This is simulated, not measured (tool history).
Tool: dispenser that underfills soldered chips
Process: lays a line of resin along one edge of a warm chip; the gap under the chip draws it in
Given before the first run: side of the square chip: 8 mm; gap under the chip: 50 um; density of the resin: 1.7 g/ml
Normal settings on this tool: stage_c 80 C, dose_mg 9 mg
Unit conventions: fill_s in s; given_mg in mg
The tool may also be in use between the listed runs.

run 1 day=0 | stage_c=80 dose_mg=9 | fill_s=98.6 given_mg=8.85
-- day=0.058 new syringe of resin
run 2 day=0.15 | stage_c=80 dose_mg=8.9 | fill_s=43.8 given_mg=8.73
run 3 day=0.233 | stage_c=80 dose_mg=10.16 | fill_s=48.6 given_mg=9.98
run 4 day=0.396 | stage_c=93 dose_mg=9 | fill_s=40.3 given_mg=8.8
run 5 day=0.554 | stage_c=80 dose_mg=9 | fill_s=75 given_mg=8.81
run 6 day=0.633 | stage_c=80 dose_mg=9.66 | fill_s=81.5 given_mg=9.45
run 7 day=0.717 | stage_c=80 dose_mg=9 | fill_s=90.4 given_mg=8.8
-- day=0.854 new syringe of resin
run 8 day=0.879 | stage_c=80 dose_mg=9 | fill_s=40 given_mg=8.75
run 9 day=0.962 | stage_c=80 dose_mg=10.03 | fill_s=43.9 given_mg=9.79
run 10 day=1.058 | stage_c=80 dose_mg=10.03 | fill_s=49.7 given_mg=9.72
run 11 day=1.254 | stage_c=80 dose_mg=10.03 | fill_s=64.4 given_mg=9.74
run 12 day=1.371 | stage_c=80 dose_mg=10.03 | fill_s=73.3 given_mg=9.72
run 13 day=1.5 | stage_c=80 dose_mg=10.03 | fill_s=86.5 given_mg=9.69
run 14 day=1.629 | stage_c=80 dose_mg=8.14 | fill_s=105.9 given_mg=7.87
-- day=1.654 new syringe of resin
run 15 day=1.812 | stage_c=80 dose_mg=9 | fill_s=47.4 given_mg=8.67
run 16 day=1.929 | stage_c=80 dose_mg=9 | fill_s=55.2 given_mg=8.67
-- day=2.054 dispensing valve cleaned and set on the balance
run 17 day=2.067 | stage_c=80 dose_mg=8.49 | fill_s=63.6 given_mg=8.5
run 18 day=2.217 | stage_c=80 dose_mg=8.63 | fill_s=76.9 given_mg=8.61
run 19 day=2.412 | stage_c=89 dose_mg=7.67 | fill_s=75.4 given_mg=7.64
-- day=2.488 new syringe of resin
run 20 day=2.542 | stage_c=81 dose_mg=10.18 | fill_s=38.9 given_mg=10.13
run 21 day=2.733 | stage_c=81 dose_mg=10.18 | fill_s=50.5 given_mg=10.12
run 22 day=2.829 | stage_c=75 dose_mg=10.86 | fill_s=67.2 given_mg=10.78
run 23 day=2.992 | stage_c=75 dose_mg=10.86 | fill_s=83.1 given_mg=10.76
run 24 day=3.117 | stage_c=88 dose_mg=9 | fill_s=66 given_mg=8.9
run 25 day=3.258 | stage_c=80 dose_mg=10.48 | fill_s=99.2 given_mg=10.35
-- day=3.279 new syringe of resin
run 26 day=3.429 | stage_c=81 dose_mg=8.67 | fill_s=44.3 given_mg=8.55
run 27 day=3.558 | stage_c=71 dose_mg=11.47 | fill_s=72.7 given_mg=11.26
run 28 day=3.704 | stage_c=75 dose_mg=9 | fill_s=77.4 given_mg=8.84
run 29 day=3.796 | stage_c=67 dose_mg=8.67 | fill_s=115.6 given_mg=8.52
run 30 day=3.933 | stage_c=80 dose_mg=8.84 | fill_s=88 given_mg=8.64
run 31 day=4.042 | stage_c=84 dose_mg=7.61 | fill_s=91.9 given_mg=7.45
-- day=4.071 new syringe of resin
run 32 day=4.221 | stage_c=89 dose_mg=9.22 | fill_s=36.3 given_mg=8.99
run 33 day=4.317 | stage_c=89 dose_mg=9.22 | fill_s=40 given_mg=8.98
run 34 day=4.396 | stage_c=80 dose_mg=10.13 | fill_s=57.1 given_mg=9.87
run 35 day=4.483 | stage_c=80 dose_mg=10.13 | fill_s=65.3 given_mg=9.85
run 36 day=4.638 | stage_c=68 dose_mg=11.04 | fill_s=118.2 given_mg=10.75

Forecast each of these 5 alternatives for the next run:
run A day=4.804 | stage_c=66 dose_mg=9 | fill_s=? given_mg=?
run B day=4.804 | stage_c=94 dose_mg=11.25 | fill_s=? given_mg=?
run C day=4.804 | stage_c=67 dose_mg=9 | fill_s=? given_mg=?
run D day=4.804 | stage_c=93 dose_mg=9 | fill_s=? given_mg=?
run E day=4.804 | stage_c=68 dose_mg=10.46 | fill_s=? given_mg=?

run=A fill_s=158.5 given_mg=8.76
run=B fill_s=64.3 given_mg=10.92
run=C fill_s=151.1 given_mg=8.73
run=D fill_s=69 given_mg=8.74
run=E fill_s=145.4 given_mg=10.15
With the hidden condition removed and each run's random variation left untouched, the same runs would have given:
run=A fill_s=61.7 given_mg=9.03
run=B fill_s=25.2 given_mg=11.26
run=C fill_s=59.1 given_mg=9
run=D fill_s=27.1 given_mg=9.01
run=E fill_s=57.3 given_mg=10.46
